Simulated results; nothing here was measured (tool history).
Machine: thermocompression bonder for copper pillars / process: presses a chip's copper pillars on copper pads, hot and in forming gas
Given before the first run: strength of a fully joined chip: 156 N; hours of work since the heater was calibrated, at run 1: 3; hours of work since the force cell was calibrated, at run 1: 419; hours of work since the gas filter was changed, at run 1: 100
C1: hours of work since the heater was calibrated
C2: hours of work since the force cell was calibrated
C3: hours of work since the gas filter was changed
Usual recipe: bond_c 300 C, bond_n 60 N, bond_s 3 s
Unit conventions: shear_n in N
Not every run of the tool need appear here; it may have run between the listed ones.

{"run": 1, "hour": 0.0, "bond_c": 300, "bond_n": 60, "bond_s": 3, "C1": 3, "C2": 419, "C3": 100, "shear_n": 109.9}
{"run": 2, "hour": 38.0, "bond_c": 300, "bond_n": 60, "bond_s": 3, "C1": 24, "C2": 440, "C3": 122, "shear_n": 106.2}
{"run": 3, "hour": 78.1, "bond_c": 300, "bond_n": 60, "bond_s": 3, "C1": 46, "C2": 462, "C3": 144, "shear_n": 106.0}
{"run": 4, "hour": 118.0, "bond_c": 300, "bond_n": 60, "bond_s": 3, "C1": 69, "C2": 485, "C3": 166, "shear_n": 106.8}
{"run": 5, "hour": 152.4, "bond_c": 300, "bond_n": 60, "bond_s": 3, "C1": 88, "C2": 504, "C3": 186, "shear_n": 105.1}
{"run": 6, "hour": 174.7, "bond_c": 300, "bond_n": 60, "bond_s": 3, "C1": 101, "C2": 516, "C3": 198, "shear_n": 104.4}
{"run": 7, "hour": 209.4, "bond_c": 300, "bond_n": 60, "bond_s": 3, "C1": 120, "C2": 536, "C3": 218, "shear_n": 103.4}
{"run": 8, "hour": 236.9, "bond_c": 300, "bond_n": 60, "bond_s": 3, "C1": 135, "C2": 551, "C3": 233, "shear_n": 107.3}
{"run": 9, "hour": 274.0, "bond_c": 300, "bond_n": 60, "bond_s": 6, "C1": 156, "C2": 572, "C3": 254, "shear_n": 122.5}
{"run": 10, "hour": 314.0, "bond_c": 300, "bond_n": 87, "bond_s": 3, "C1": 178, "C2": 594, "C3": 276, "shear_n": 117.6}
{"run": 11, "hour": 344.7, "bond_c": 300, "bond_n": 87, "bond_s": 3, "C1": 196, "C2": 612, "C3": 293, "shear_n": 118.7}
{"run": 12, "hour": 362.9, "bond_c": 300, "bond_n": 87, "bond_s": 3, "C1": 206, "C2": 622, "C3": 304, "shear_n": 116.8}
{"run": 13, "hour": 393.9, "bond_c": 300, "bond_n": 87, "bond_s": 3, "C1": 223, "C2": 639, "C3": 321, "shear_n": 117.8}
{"run": 14, "hour": 419.0, "bond_c": 300, "bond_n": 87, "bond_s": 5, "C1": 237, "C2": 653, "C3": 335, "shear_n": 131.0}
{"hour": 422.2, "done": "force cell calibrated"}
{"run": 15, "hour": 443.4, "bond_c": 300, "bond_n": 87, "bond_s": 5, "C1": 250, "C2": 12, "C3": 348, "shear_n": 127.3}
{"run": 16, "hour": 473.7, "bond_c": 300, "bond_n": 87, "bond_s": 5, "C1": 267, "C2": 29, "C3": 365, "shear_n": 125.2}
{"run": 17, "hour": 508.6, "bond_c": 300, "bond_n": 87, "bond_s": 5, "C1": 287, "C2": 48, "C3": 384, "shear_n": 127.7}
{"hour": 531.8, "done": "force cell calibrated, once more"}
{"run": 18, "hour": 549.3, "bond_c": 300, "bond_n": 87, "bond_s": 5, "C1": 308, "C2": 10, "C3": 406, "shear_n": 129.8}
{"run": 19, "hour": 573.3, "bond_c": 300, "bond_n": 87, "bond_s": 5, "C1": 322, "C2": 23, "C3": 420, "shear_n": 124.6}
{"run": 20, "hour": 602.8, "bond_c": 300, "bond_n": 60, "bond_s": 5, "C1": 338, "C2": 40, "C3": 436, "shear_n": 115.8}
{"run": 21, "hour": 622.6, "bond_c": 300, "bond_n": 60, "bond_s": 5, "C1": 350, "C2": 51, "C3": 447, "shear_n": 112.1}
{"hour": 653.6, "done": "forming gas filter changed"}
{"run": 22, "hour": 662.4, "bond_c": 300, "bond_n": 59, "bond_s": 3, "C1": 372, "C2": 73, "C3": 5, "shear_n": 104.6}
{"run": 23, "hour": 687.0, "bond_c": 300, "bond_n": 59, "bond_s": 3, "C1": 385, "C2": 87, "C3": 19, "shear_n": 103.0}
{"run": 24, "hour": 705.4, "bond_c": 300, "bond_n": 68, "bond_s": 3, "C1": 396, "C2": 97, "C3": 29, "shear_n": 109.6}
{"run": 25, "hour": 738.9, "bond_c": 300, "bond_n": 68, "bond_s": 3, "C1": 414, "C2": 116, "C3": 48, "shear_n": 109.8}
{"run": 26, "hour": 755.2, "bond_c": 272, "bond_n": 89, "bond_s": 4, "C1": 423, "C2": 125, "C3": 57, "shear_n": 108.0}
{"run": 27, "hour": 774.3, "bond_c": 314, "bond_n": 41, "bond_s": 7, "C1": 434, "C2": 135, "C3": 68, "shear_n": 120.8}
{"run": 28, "hour": 794.9, "bond_c": 291, "bond_n": 60, "bond_s": 3, "C1": 446, "C2": 147, "C3": 79, "shear_n": 95.6}
{"run": 29, "hour": 819.0, "bond_c": 291, "bond_n": 46, "bond_s": 6, "C1": 459, "C2": 160, "C3": 93, "shear_n": 103.1}
{"run": 30, "hour": 844.2, "bond_c": 291, "bond_n": 46, "bond_s": 6, "C1": 473, "C2": 175, "C3": 107, "shear_n": 102.4}
{"run": 31, "hour": 866.5, "bond_c": 323, "bond_n": 60, "bond_s": 2, "C1": 486, "C2": 187, "C3": 119, "shear_n": 106.2}
{"run": 32, "hour": 887.2, "bond_c": 323, "bond_n": 60, "bond_s": 2, "C1": 497, "C2": 199, "C3": 131, "shear_n": 107.1}
{"run": 33, "hour": 904.4, "bond_c": 330, "bond_n": 60, "bond_s": 5, "C1": 507, "C2": 208, "C3": 140, "shear_n": 133.2}
{"run": 34, "hour": 931.1, "bond_c": 278, "bond_n": 50, "bond_s": 5, "C1": 522, "C2": 223, "C3": 155, "shear_n": 88.4}
{"run": 35, "hour": 958.2, "bond_c": 278, "bond_n": 50, "bond_s": 5, "C1": 537, "C2": 238, "C3": 171, "shear_n": 89.2}
{"run": 36, "hour": 989.4, "bond_c": 278, "bond_n": 50, "bond_s": 5, "C1": 555, "C2": 256, "C3": 188, "shear_n": 89.1}
{"run": 37, "hour": 1022.8, "bond_c": 273, "bond_n": 48, "bond_s": 7, "C1": 573, "C2": 275, "C3": 207, "shear_n": 92.9}
{"run": 38, "hour": 1044.0, "bond_c": 328, "bond_n": 83, "bond_s": 3, "C1": 585, "C2": 286, "C3": 219, "shear_n": 131.7}
{"run": 39, "hour": 1079.4, "bond_c": 308, "bond_n": 60, "bond_s": 3, "C1": 605, "C2": 306, "C3": 238, "shear_n": 104.1}

Forecast each of these 4 alternatives for the next run:
{"run": "A", "hour": 1113.4, "bond_c": 305, "bond_n": 42, "bond_s": 3, "C1": 624, "C2": 325, "C3": 257, "shear_n": "?"}
{"run": "B", "hour": 1113.4, "bond_c": 291, "bond_n": 54, "bond_s": 2, "C1": 624, "C2": 325, "C3": 257, "shear_n": "?"}
{"run": "C", "hour": 1113.4, "bond_c": 300, "bond_n": 38, "bond_s": 4, "C1": 624, "C2": 325, "C3": 257, "shear_n": "?"}
{"run": "D", "hour": 1113.4, "bond_c": 308, "bond_n": 49, "bond_s": 6, "C1": 624, "C2": 325, "C3": 257, "shear_n": "?"}

run=A shear_n=86.7
run=B shear_n=75.8
run=C shear_n=86.5
run=D shear_n=115.8
Without the tool's hidden state the same runs would have given:
run=A shear_n=98.6
run=B shear_n=87.6
run=C shear_n=98.6
run=D shear_n=127.3

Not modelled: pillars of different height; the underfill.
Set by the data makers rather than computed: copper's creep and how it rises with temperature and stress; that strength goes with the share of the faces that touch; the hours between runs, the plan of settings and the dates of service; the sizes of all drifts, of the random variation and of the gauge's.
